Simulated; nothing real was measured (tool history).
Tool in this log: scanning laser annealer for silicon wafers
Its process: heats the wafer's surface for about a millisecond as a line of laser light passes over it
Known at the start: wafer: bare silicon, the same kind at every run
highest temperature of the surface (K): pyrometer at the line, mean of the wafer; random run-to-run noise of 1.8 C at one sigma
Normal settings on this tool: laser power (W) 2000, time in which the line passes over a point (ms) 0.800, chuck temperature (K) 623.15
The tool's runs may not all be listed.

run   hour  laser power (W)  time in which the line passes over a point (ms)  chuck temperature (K)  highest temperature of the surface (K)
  1    0.0             2000                                            0.800                 623.15                                 1343.15
  2   10.8             2000                                            0.800                 623.15                                 1339.15
  3   21.8             2000                                            0.800                 623.15                                 1343.15
  4   33.1             2000                                            0.800                 623.15                                 1341.15
  5   41.2             2000                                            0.800                 623.15                                 1345.15
  6   51.7             2000                                            0.800                 616.15                                 1333.15
  7   63.5             2090                                            0.800                 616.15                                 1378.15
  8   69.4             2090                                            0.800                 616.15                                 1377.15
  9   82.0             2090                                            0.800                 616.15                                 1379.15
 10   93.5             2090                                            0.800                 616.15                                 1374.15
 11  100.2             2090                                            0.800                 616.15                                 1376.15
 12  111.8             2090                                            0.800                 616.15                                 1381.15
 13  122.8             2090                                            0.693                 616.15                                 1323.15
 14  130.0             1937                                            0.800                 623.15                                 1310.15
 15  135.3             1937                                            0.800                 623.15                                 1311.15
 16  145.6             2067                                            0.800                 623.15                                 1378.15
 17  153.0             2067                                            0.800                 623.15                                 1374.15
 18  165.6             2067                                            0.800                 623.15                                 1374.15
 19  177.0             1946                                            0.950                 632.15                                 1384.15
 20  187.9             2000                                            0.621                 623.15                                 1256.15
 21  199.3             2000                                            0.800                 657.15                                 1373.15
 22  204.7             2018                                            0.800                 593.15                                 1313.15
 23  215.9             2018                                            0.800                 593.15                                 1318.15
 24  223.0             2018                                            0.600                 635.15                                 1262.15
 25  234.1             2000                                            0.800                 592.15                                 1307.15
 26  243.7             1700                                            0.588                 599.15                                 1095.15
 27  249.2             2142                                            0.659                 623.15                                 1340.15
 28  260.9             1835                                            0.776                 623.15                                 1257.15
 29  269.7             1835                                            0.933                 628.15                                 1317.15
 30  275.3             1951                                            0.975                 593.15                                 1363.15
 31  282.5             1951                                            0.975                 593.15                                 1359.15
 32  289.5             1951                                            0.975                 593.15                                 1360.15
 33  296.7             2164                                            0.975                 593.15                                 1474.15
 34  304.5             1810                                            0.824                 618.15                                 1257.15
 35  314.6             1810                                            0.824                 618.15                                 1256.15
 36  322.0             1810                                            0.824                 618.15                                 1255.15

Forecast each of these 4 alternatives for the next run:
  A  332.0             2168                                            0.800                 623.15                                       ?
  B  332.0             2023                                            0.674                 618.15                                       ?
  C  332.0             1822                                            0.751                 649.15                                       ?
  D  332.0             2000                                            0.800                 631.15                                       ?

run  highest temperature of the surface (K)
  A                                 1423.15
  B                                 1287.15
  C                                 1263.15
  D                                 1351.15
Without the tool's hidden state the same runs would have given:
run  highest temperature of the surface (K)
  A                                 1423.15
  B                                 1287.15
  C                                 1263.15
  D                                 1351.15
